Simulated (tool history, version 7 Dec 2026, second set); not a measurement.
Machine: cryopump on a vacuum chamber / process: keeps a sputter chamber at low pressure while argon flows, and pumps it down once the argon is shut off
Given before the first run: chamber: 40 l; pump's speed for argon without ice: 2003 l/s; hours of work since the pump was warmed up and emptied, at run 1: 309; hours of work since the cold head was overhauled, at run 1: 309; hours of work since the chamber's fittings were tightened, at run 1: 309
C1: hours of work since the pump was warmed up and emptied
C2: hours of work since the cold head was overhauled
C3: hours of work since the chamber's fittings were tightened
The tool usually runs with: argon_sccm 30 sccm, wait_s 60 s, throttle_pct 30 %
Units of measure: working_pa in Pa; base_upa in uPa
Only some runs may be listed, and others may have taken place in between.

run 1 day=0.000 | argon_sccm=30 wait_s=60 throttle_pct=30 | C1=309 C2=309 C3=309 | working_pa=0.0881 base_upa=0.90
run 2 day=0.396 | argon_sccm=30 wait_s=60 throttle_pct=30 | C1=313 C2=313 C3=313 | working_pa=0.0877 base_upa=0.93
run 3 day=0.850 | argon_sccm=30 wait_s=60 throttle_pct=30 | C1=318 C2=318 C3=318 | working_pa=0.0887 base_upa=0.94
run 4 day=1.688 | argon_sccm=14 wait_s=60 throttle_pct=30 | C1=326 C2=326 C3=326 | working_pa=0.0415 base_upa=0.89
run 5 day=2.167 | argon_sccm=14 wait_s=60 throttle_pct=30 | C1=331 C2=331 C3=331 | working_pa=0.0414 base_upa=0.93
run 6 day=2.796 | argon_sccm=14 wait_s=60 throttle_pct=30 | C1=338 C2=338 C3=338 | working_pa=0.0419 base_upa=0.95
run 7 day=3.200 | argon_sccm=30 wait_s=174 throttle_pct=30 | C1=342 C2=342 C3=342 | working_pa=0.0888 base_upa=0.62
run 8 day=4.017 | argon_sccm=30 wait_s=60 throttle_pct=30 | C1=350 C2=350 C3=350 | working_pa=0.0886 base_upa=1.00
run 9 day=4.379 | argon_sccm=30 wait_s=60 throttle_pct=30 | C1=354 C2=354 C3=354 | working_pa=0.0894 base_upa=0.97
run 10 day=5.071 | argon_sccm=30 wait_s=60 throttle_pct=30 | C1=361 C2=361 C3=361 | working_pa=0.0901 base_upa=0.97
run 11 day=5.458 | argon_sccm=30 wait_s=284 throttle_pct=19 | C1=365 C2=365 C3=365 | working_pa=0.1397 base_upa=0.58
run 12 day=6.217 | argon_sccm=22 wait_s=196 throttle_pct=51 | C1=373 C2=373 C3=373 | working_pa=0.0399 base_upa=0.71
run 13 day=6.862 | argon_sccm=13 wait_s=278 throttle_pct=18 | C1=379 C2=379 C3=379 | working_pa=0.0635 base_upa=0.70
run 14 day=7.312 | argon_sccm=13 wait_s=278 throttle_pct=18 | C1=384 C2=384 C3=384 | working_pa=0.0638 base_upa=0.68
run 15 day=8.067 | argon_sccm=13 wait_s=278 throttle_pct=18 | C1=392 C2=392 C3=392 | working_pa=0.0624 base_upa=0.69
run 16 day=8.638 | argon_sccm=13 wait_s=278 throttle_pct=18 | C1=398 C2=398 C3=398 | working_pa=0.0637 base_upa=0.65
run 17 day=9.079 | argon_sccm=13 wait_s=278 throttle_pct=18 | C1=402 C2=402 C3=402 | working_pa=0.0630 base_upa=0.72
run 18 day=9.788 | argon_sccm=30 wait_s=45 throttle_pct=22 | C1=409 C2=409 C3=409 | working_pa=0.1201 base_upa=1.18
-- day=10.533 pump warmed up, emptied and cooled again
run 19 day=10.800 | argon_sccm=30 wait_s=45 throttle_pct=17 | C1=3 C2=418 C3=418 | working_pa=0.1494 base_upa=1.05
run 20 day=11.483 | argon_sccm=30 wait_s=45 throttle_pct=17 | C1=10 C2=425 C3=425 | working_pa=0.1496 base_upa=1.13

Below are 5 alternative next runs, each starting from the tool's condition after run 20. Predict each:
run A day=12.075 | argon_sccm=35 wait_s=60 throttle_pct=31 | C1=16 C2=431 C3=431 | working_pa=? base_upa=?
run B day=12.075 | argon_sccm=37 wait_s=81 throttle_pct=16 | C1=16 C2=431 C3=431 | working_pa=? base_upa=?
run C day=12.075 | argon_sccm=30 wait_s=209 throttle_pct=30 | C1=16 C2=431 C3=431 | working_pa=? base_upa=?
run D day=12.075 | argon_sccm=24 wait_s=60 throttle_pct=28 | C1=16 C2=431 C3=431 | working_pa=? base_upa=?
run E day=12.075 | argon_sccm=30 wait_s=193 throttle_pct=23 | C1=16 C2=431 C3=431 | working_pa=? base_upa=?

run=A working_pa=0.0957 base_upa=0.93
run=B working_pa=0.1961 base_upa=0.83
run=C working_pa=0.0837 base_upa=0.66
run=D working_pa=0.0718 base_upa=0.96
run=E working_pa=0.1112 base_upa=0.65
Without the tool's hidden state the same runs would have given:
run=A working_pa=0.0951 base_upa=0.55
run=B working_pa=0.1955 base_upa=0.44
run=C working_pa=0.0831 base_upa=0.29
run=D working_pa=0.0714 base_upa=0.57
run=E working_pa=0.1106 base_upa=0.27
